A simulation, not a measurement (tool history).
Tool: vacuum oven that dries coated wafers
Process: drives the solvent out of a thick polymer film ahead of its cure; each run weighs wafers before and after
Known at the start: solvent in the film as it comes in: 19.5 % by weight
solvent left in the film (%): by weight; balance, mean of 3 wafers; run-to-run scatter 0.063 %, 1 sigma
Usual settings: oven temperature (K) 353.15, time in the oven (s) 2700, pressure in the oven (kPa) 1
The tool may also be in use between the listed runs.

| run | hour | oven temperature (K) | time in the oven (s) | pressure in the oven (kPa) | solvent left in the film (%) |
|---|---|---|---|---|---|
| 1 | 0 | 353.15 | 2700 | 1 | 3.97 |
| 2 | 8.6 | 353.15 | 2700 | 1 | 3.77 |
| 3 | 24.9 | 353.15 | 2700 | 1 | 3.87 |
| 4 | 39.1 | 353.15 | 2700 | 1 | 3.91 |
| 5 | 53.1 | 353.15 | 2700 | 1 | 3.81 |
| 6 | 63.9 | 353.15 | 2700 | 1 | 3.76 |
| 7 | 77.9 | 353.15 | 2760 | 1 | 3.76 |
| 8 | 88.2 | 353.15 | 2760 | 1 | 3.94 |
| 9 | 106.1 | 353.15 | 2760 | 1 | 3.67 |
| 10 | 113.5 | 353.15 | 2700 | 1 | 3.84 |
| 11 | 131 | 353.15 | 2700 | 0.59 | 3.36 |
| 12 | 147.5 | 353.15 | 1440 | 1 | 7.1 |
| 13 | 163.7 | 353.15 | 1440 | 1 | 7.22 |
| 14 | 178.9 | 353.15 | 1440 | 1 | 7.14 |
| 15 | 193.8 | 353.15 | 1440 | 1 | 6.89 |
| 16 | 208 | 353.15 | 1440 | 1 | 7.13 |
| 17 | 221.1 | 353.15 | 2700 | 1 | 3.98 |
| 18 | 230.3 | 353.15 | 2700 | 1 | 3.92 |
| 19 | 239.7 | 353.15 | 2700 | 0.75 | 3.69 |
| 20 | 252 | 353.15 | 2700 | 0.75 | 3.62 |
| 21 | 261.2 | 353.15 | 2700 | 1.33 | 4.45 |
| 22 | 274.8 | 353.15 | 2700 | 1.33 | 4.47 |
| 23 | 285.1 | 353.15 | 4680 | 1 | 2.24 |
| 24 | 294.7 | 353.15 | 4680 | 1 | 2.2 |
| 25 | 310.7 | 362.15 | 2220 | 1.06 | 1.99 |
| 26 | 326.6 | 362.15 | 2220 | 1.06 | 1.9 |
| 27 | 342.3 | 341.15 | 1440 | 2.62 | 14.3 |
| 28 | 355.2 | 341.15 | 1440 | 2.62 | 13.85 |
| 29 | 367.7 | 361.15 | 1740 | 1 | 2.88 |
| 30 | 378.6 | 350.15 | 2700 | 1 | 5.36 |
| 31 | 390.5 | 368.15 | 1620 | 1 | 1.38 |
| 32 | 405.7 | 355.15 | 1860 | 0.53 | 4.25 |
| 33 | 417.1 | 365.15 | 3240 | 1 | 1.08 |
| 34 | 428.8 | 367.15 | 2700 | 2.67 | 2.62 |
| 35 | 444.6 | 368.15 | 2340 | 0.86 | 0.94 |
| 36 | 459.1 | 368.15 | 2520 | 0.69 | 0.8 |
| 37 | 466.9 | 368.15 | 2520 | 0.69 | 0.8 |

Expected results for the next run?
| 38 | 483.1 | 361.15 | 1740 | 0.7 | ? |

Logged for run 38: solvent left in the film (%) 2.63.
Had the tool carried no hidden state, the very same run would have given solvent left in the film (%) 2.49.
